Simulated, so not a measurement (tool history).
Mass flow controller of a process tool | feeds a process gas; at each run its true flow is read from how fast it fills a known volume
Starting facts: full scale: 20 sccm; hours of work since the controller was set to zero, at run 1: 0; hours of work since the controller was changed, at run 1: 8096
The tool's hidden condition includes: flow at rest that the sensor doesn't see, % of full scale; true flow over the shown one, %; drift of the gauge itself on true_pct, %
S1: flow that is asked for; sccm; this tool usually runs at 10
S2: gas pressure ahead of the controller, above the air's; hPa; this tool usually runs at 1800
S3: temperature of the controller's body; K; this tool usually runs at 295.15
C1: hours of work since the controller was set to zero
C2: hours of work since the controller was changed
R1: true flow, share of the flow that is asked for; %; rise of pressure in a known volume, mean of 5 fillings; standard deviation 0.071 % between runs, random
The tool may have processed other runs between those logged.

run    hour  S1    S2      S3   C1    C2      R1
  1     0.0  10  1800  295.15    0  8096  101.93
  2   392.5  10  1800  295.15  170  8266  102.00
  3   685.3  10  1800  295.15  298  8394  102.19
  4  1199.8  10  1800  311.15  521  8617  100.33
     1232.9  -- controller's zero set anew
  5  1657.7  10  1800  295.15  184  8816  102.25
  6  1923.6  10  1800  295.15  300  8931  101.96
  7  2208.9  10  1900  295.15  424  9055  102.01
     2638.9  -- controller's zero set anew, once more
  8  2746.7  10  1900  295.15   47  9288  102.09
  9  3070.5  13  2100  305.15  187  9429  101.23
 10  3468.3  13  2100  305.15  360  9602  101.25

Expected results for the next run?
 11  3967.3  13  2100  305.15  577  9818   ?

Logged for run 11: R1 101.10 %.
Were there no unlogged condition in the tool, this run, its random variation unchanged, would have produced R1 98.91 %.
